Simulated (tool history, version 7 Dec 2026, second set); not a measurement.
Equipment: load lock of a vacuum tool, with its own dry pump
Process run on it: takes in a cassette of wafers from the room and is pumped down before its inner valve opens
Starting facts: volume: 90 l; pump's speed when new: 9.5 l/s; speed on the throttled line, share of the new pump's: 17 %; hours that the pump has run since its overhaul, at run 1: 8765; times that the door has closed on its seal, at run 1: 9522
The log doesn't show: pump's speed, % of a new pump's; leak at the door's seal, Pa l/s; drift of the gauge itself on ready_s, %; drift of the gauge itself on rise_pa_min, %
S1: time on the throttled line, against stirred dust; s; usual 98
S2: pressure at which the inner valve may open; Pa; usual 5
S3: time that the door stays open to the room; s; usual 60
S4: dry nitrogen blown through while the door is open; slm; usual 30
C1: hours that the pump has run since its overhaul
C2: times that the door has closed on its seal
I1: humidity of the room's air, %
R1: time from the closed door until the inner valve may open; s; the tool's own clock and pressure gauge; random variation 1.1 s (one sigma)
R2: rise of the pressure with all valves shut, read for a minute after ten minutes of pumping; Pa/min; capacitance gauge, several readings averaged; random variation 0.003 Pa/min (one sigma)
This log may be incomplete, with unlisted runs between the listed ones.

{"run": 1, "hour": 0.0, "S1": 98, "S2": 5, "S3": 60, "S4": 30, "C1": 8765, "C2": 9522, "I1": 42.9, "R1": 184, "R2": 0.03}
{"run": 2, "hour": 87.3, "S1": 98, "S2": 5, "S3": 60, "S4": 30, "C1": 8853, "C2": 9822, "I1": 46.5, "R1": 182.8, "R2": 0.032}
{"run": 3, "hour": 136.5, "S1": 98, "S2": 5, "S3": 60, "S4": 14, "C1": 8902, "C2": 9990, "I1": 45.6, "R1": 183.1, "R2": 0.037}
{"run": 4, "hour": 194.3, "S1": 98, "S2": 6, "S3": 60, "S4": 30, "C1": 8959, "C2": 10188, "I1": 43.7, "R1": 184.5, "R2": 0.036}
{"run": 5, "hour": 234.8, "S1": 98, "S2": 6, "S3": 60, "S4": 30, "C1": 9000, "C2": 10327, "I1": 42, "R1": 181, "R2": 0.033}
{"run": 6, "hour": 277.7, "S1": 98, "S2": 6, "S3": 60, "S4": 30, "C1": 9043, "C2": 10474, "I1": 47.3, "R1": 181.5, "R2": 0.036}
{"run": 7, "hour": 368.0, "S1": 98, "S2": 6, "S3": 60, "S4": 30, "C1": 9133, "C2": 10784, "I1": 43.1, "R1": 180.3, "R2": 0.033}
{"run": 8, "hour": 456.6, "S1": 98, "S2": 6, "S3": 60, "S4": 30, "C1": 9222, "C2": 11087, "I1": 46.1, "R1": 182, "R2": 0.041}
{"run": 9, "hour": 551.7, "S1": 98, "S2": 6, "S3": 60, "S4": 30, "C1": 9317, "C2": 11413, "I1": 45.7, "R1": 180.8, "R2": 0.032}
{"run": 10, "hour": 600.9, "S1": 98, "S2": 5, "S3": 183, "S4": 30, "C1": 9366, "C2": 11582, "I1": 42.4, "R1": 183.1, "R2": 0.046}
{"run": 11, "hour": 693.1, "S1": 98, "S2": 5, "S3": 60, "S4": 27, "C1": 9458, "C2": 11898, "I1": 42.9, "R1": 185.3, "R2": 0.038}
{"run": 12, "hour": 748.4, "S1": 98, "S2": 5, "S3": 60, "S4": 27, "C1": 9514, "C2": 12087, "I1": 46.5, "R1": 185.2, "R2": 0.034}
{"run": 13, "hour": 825.5, "S1": 98, "S2": 5, "S3": 60, "S4": 5, "C1": 9591, "C2": 12352, "I1": 45, "R1": 184.5, "R2": 0.051}
{"run": 14, "hour": 892.4, "S1": 98, "S2": 5, "S3": 60, "S4": 5, "C1": 9658, "C2": 12581, "I1": 42.9, "R1": 184.9, "R2": 0.059}
{"run": 15, "hour": 985.7, "S1": 98, "S2": 5, "S3": 60, "S4": 5, "C1": 9751, "C2": 12901, "I1": 44.4, "R1": 184, "R2": 0.058}
{"run": 16, "hour": 1060.8, "S1": 181, "S2": 8, "S3": 102, "S4": 30, "C1": 9826, "C2": 13158, "I1": 42.7, "R1": 246.1, "R2": 0.049}
{"run": 17, "hour": 1132.3, "S1": 98, "S2": 7, "S3": 157, "S4": 30, "C1": 9898, "C2": 13403, "I1": 44.7, "R1": 180.8, "R2": 0.05}
{"run": 18, "hour": 1179.6, "S1": 98, "S2": 7, "S3": 157, "S4": 6, "C1": 9945, "C2": 13566, "I1": 44.3, "R1": 179.8, "R2": 0.071}
{"run": 19, "hour": 1260.5, "S1": 98, "S2": 7, "S3": 157, "S4": 6, "C1": 10026, "C2": 13843, "I1": 45.4, "R1": 182.2, "R2": 0.075}
{"run": 20, "hour": 1300.0, "S1": 60, "S2": 7, "S3": 157, "S4": 11, "C1": 10065, "C2": 13978, "I1": 48, "R1": 150.1, "R2": 0.073}
{"run": 21, "hour": 1340.1, "S1": 61, "S2": 7, "S3": 103, "S4": 4, "C1": 10105, "C2": 14116, "I1": 46.9, "R1": 150.2, "R2": 0.079}
{"run": 22, "hour": 1410.4, "S1": 117, "S2": 8, "S3": 37, "S4": 4, "C1": 10176, "C2": 14356, "I1": 50.1, "R1": 194.4, "R2": 0.059}
{"run": 23, "hour": 1453.3, "S1": 98, "S2": 6, "S3": 33, "S4": 38, "C1": 10219, "C2": 14504, "I1": 47.8, "R1": 182.5, "R2": 0.05}
{"run": 24, "hour": 1546.4, "S1": 98, "S2": 6, "S3": 33, "S4": 38, "C1": 10312, "C2": 14823, "I1": 43.3, "R1": 181.1, "R2": 0.041}
{"run": 25, "hour": 1631.4, "S1": 139, "S2": 8, "S3": 87, "S4": 5, "C1": 10397, "C2": 15114, "I1": 51.2, "R1": 213.3, "R2": 0.075}
{"run": 26, "hour": 1705.1, "S1": 98, "S2": 6, "S3": 60, "S4": 30, "C1": 10470, "C2": 15367, "I1": 42.9, "R1": 184.4, "R2": 0.05}
{"run": 27, "hour": 1751.0, "S1": 51, "S2": 6, "S3": 60, "S4": 30, "C1": 10516, "C2": 15524, "I1": 45.6, "R1": 144.4, "R2": 0.049}
{"hour": 1770.8, "done": "dry pump taken out, an overhauled one fitted"}
{"run": 28, "hour": 1844.9, "S1": 51, "S2": 6, "S3": 60, "S4": 30, "C1": 74, "C2": 15825, "I1": 46.6, "R1": 135.2, "R2": 0.052}

Here are 3 independent what-if runs from the current tool condition. What would each one return?
{"run": "A", "hour": 1897.1, "S1": 98, "S2": 5, "S3": 38, "S4": 29, "C1": 126, "C2": 16004, "I1": 43.7, "R1": "?", "R2": "?"}
{"run": "B", "hour": 1897.1, "S1": 98, "S2": 5, "S3": 189, "S4": 12, "C1": 126, "C2": 16004, "I1": 48, "R1": "?", "R2": "?"}
{"run": "C", "hour": 1897.1, "S1": 98, "S2": 5, "S3": 41, "S4": 9, "C1": 126, "C2": 16004, "I1": 44.2, "R1": "?", "R2": "?"}

run=A R1=175.9 R2=0.051
run=B R1=174 R2=0.083
run=C R1=175.4 R2=0.056
The same runs, with their run-to-run variation unchanged, on a tool lacking any hidden condition would have given:
run=A R1=175.8 R2=0.007
run=B R1=173.7 R2=0.037
run=C R1=175.2 R2=0.013

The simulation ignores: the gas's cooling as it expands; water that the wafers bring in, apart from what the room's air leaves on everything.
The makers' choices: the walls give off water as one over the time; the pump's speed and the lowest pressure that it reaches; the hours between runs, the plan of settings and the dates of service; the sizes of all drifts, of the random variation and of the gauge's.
